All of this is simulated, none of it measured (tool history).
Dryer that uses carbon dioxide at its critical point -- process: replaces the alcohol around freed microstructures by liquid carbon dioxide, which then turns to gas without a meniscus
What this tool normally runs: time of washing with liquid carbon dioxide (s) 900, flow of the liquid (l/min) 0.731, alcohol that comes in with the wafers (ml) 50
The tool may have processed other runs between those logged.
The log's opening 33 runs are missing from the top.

| run | day | time of washing with liquid carbon dioxide (s) | flow of the liquid (l/min) | alcohol that comes in with the wafers (ml) | hours of work since the filter was changed | hours of work since the purifier's bed was changed | alcohol left in the vessel before it's heated (ppm by volume) |
|---|---|---|---|---|---|---|---|
| 34 | 10.079 | 540 | 1.227 | 69 | 77 | 423 | 626 |
| 35 | 10.262 | 600 | 0.731 | 53 | 80 | 426 | 1703 |
| 36 | 10.629 | 600 | 0.731 | 53 | 86 | 432 | 1767 |
| 37 | 11.058 | 600 | 0.731 | 33 | 93 | 439 | 1156 |
| 38 | 11.258 | 900 | 0.480 | 50 | 96 | 442 | 1799 |
| 39 | 11.471 | 1200 | 0.480 | 40 | 99 | 445 | 664 |
| 40 | 11.833 | 1020 | 0.738 | 41 | 105 | 451 | 292 |
| 41 | 12.217 | 1020 | 0.738 | 41 | 110 | 456 | 298 |

Branching from run 41: 4 alternative next runs. What would each branch give?
| A | 12.517 | 600 | 0.731 | 27 | 115 | 461 | ? |
| B | 12.517 | 1440 | 0.896 | 54 | 115 | 461 | ? |
| C | 12.517 | 1020 | 0.738 | 67 | 115 | 461 | ? |
| D | 12.517 | 900 | 0.744 | 69 | 115 | 461 | ? |

| run | alcohol left in the vessel before it's heated (ppm by volume) |
|---|---|
| A | 983 |
| B | 128 |
| C | 416 |
| D | 664 |
Take away the tool's hidden state, keep each run's random variation, and the runs would have read:
| run | alcohol left in the vessel before it's heated (ppm by volume) |
|---|---|
| A | 783 |
| B | 11 |
| C | 252 |
| D | 468 |
